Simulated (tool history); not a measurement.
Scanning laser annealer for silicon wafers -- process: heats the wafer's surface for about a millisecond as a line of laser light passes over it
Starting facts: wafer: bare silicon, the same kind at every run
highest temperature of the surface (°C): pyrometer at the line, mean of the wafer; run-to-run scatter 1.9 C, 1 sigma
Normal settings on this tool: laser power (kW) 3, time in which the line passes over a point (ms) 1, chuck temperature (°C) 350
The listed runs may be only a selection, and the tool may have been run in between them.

run,hour,laser power (kW),time in which the line passes over a point (ms),chuck temperature (°C),highest temperature of the surface (°C)
1,0,3,1,350,1182
2,45.8,3,1.13,350,1236
3,81.9,3,1,350,1178
4,116.2,3,1,350,1180
5,180,3,1,350,1177
6,238.9,3,1,350,1176
7,269.7,3,1,350,1174
8,325.2,3,1,350,1168
9,358.8,3,1,350,1168
10,400.8,3,1,350,1168
# hour 439.5: optics aligned, line set to its width
11,439.5,3,1,350,1171
12,498.6,3,1,350,1169
13,544,3,1,350,1167
# hour 584.1: window over the wafer cleaned
14,603.3,3,1,350,1196
15,641.1,3,1,350,1199
16,697.7,3,1,350,1194
17,748.3,3,0.77,350,1086
18,787.9,3,0.75,331,1057
19,824.7,2.925,1.09,350,1207
20,859.6,2.925,1.09,350,1204
21,910.4,2.925,1.09,350,1209
22,966.6,2.676,0.95,350,1077
23,1005.4,3,1,322,1152
24,1053,3,1,349,1182
25,1114,2.891,0.7,328,994
26,1148.6,2.891,0.72,352,1027
27,1197.5,2.773,0.75,350,1008
28,1241.9,2.818,0.91,346,1084
29,1274.9,2.837,1.03,371,1161
30,1338.3,3.179,1.09,317,1232
31,1370.7,2.751,0.74,353,993
32,1411.4,3,1,349,1170
33,1443.8,2.972,0.93,384,1163
34,1491.5,2.972,0.93,384,1165

Branching from run 34: 3 alternative next runs. What would each branch give?
# hour 1530.4: window over the wafer cleaned
A,1533.5,3.033,0.79,350,?
# hour 1530.4: window over the wafer cleaned
B,1533.5,2.782,0.93,342,?
# hour 1530.4: window over the wafer cleaned
C,1533.5,3,0.72,368,?

run,highest temperature of the surface (°C)
A,1106
B,1101
C,1082
The same runs, with their run-to-run variation unchanged, on a tool lacking any hidden condition would have given:
run,highest temperature of the surface (°C)
A,1106
B,1100
C,1081
